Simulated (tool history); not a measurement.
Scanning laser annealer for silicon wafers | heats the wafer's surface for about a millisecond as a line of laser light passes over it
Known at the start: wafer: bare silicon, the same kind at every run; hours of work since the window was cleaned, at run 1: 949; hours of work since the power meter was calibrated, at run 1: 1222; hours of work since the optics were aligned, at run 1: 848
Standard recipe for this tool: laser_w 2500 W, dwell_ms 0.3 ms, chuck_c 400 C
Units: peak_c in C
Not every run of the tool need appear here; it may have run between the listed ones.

run,hour,laser_w,dwell_ms,chuck_c,hours of work since the window was cleaned,hours of work since the power meter was calibrated,hours of work since the optics were aligned,peak_c
1,0,2500,0.3,400,949,1222,848,1170
# hour 31.9: window over the wafer cleaned
2,43.2,2500,0.3,400,9,1253,880,1166
3,109.2,2212,0.3,400,58,1303,929,1070
4,160.1,2500,0.3,400,97,1342,968,1166
5,194.1,2500,0.3,382,123,1367,994,1149
6,272.6,2500,0.3,382,182,1427,1053,1143
7,315.1,2542,0.3,400,214,1459,1085,1180
8,355.5,2542,0.3,400,245,1490,1116,1175
9,405.9,2500,0.281,400,283,1528,1154,1141
10,467,2500,0.281,400,329,1574,1200,1141
11,504.3,2500,0.281,400,357,1602,1228,1139
12,537.5,2500,0.281,400,382,1627,1253,1143
13,577.4,2419,0.303,362,412,1657,1284,1102
14,632.9,2448,0.3,405,454,1699,1325,1153
15,706.2,2635,0.3,405,510,1755,1381,1216
16,748.5,2500,0.21,406,542,1787,1413,1046
17,816.9,2593,0.223,406,594,1838,1465,1088

Estimate the outcome of run 18 from the log above:
18,870.4,2593,0.223,406,634,1879,1505,?

{"run 18": {"peak_c": 1087}}
On a tool with no hidden condition, and with the same random variation, this run would have come out at peak_c 1088 C.
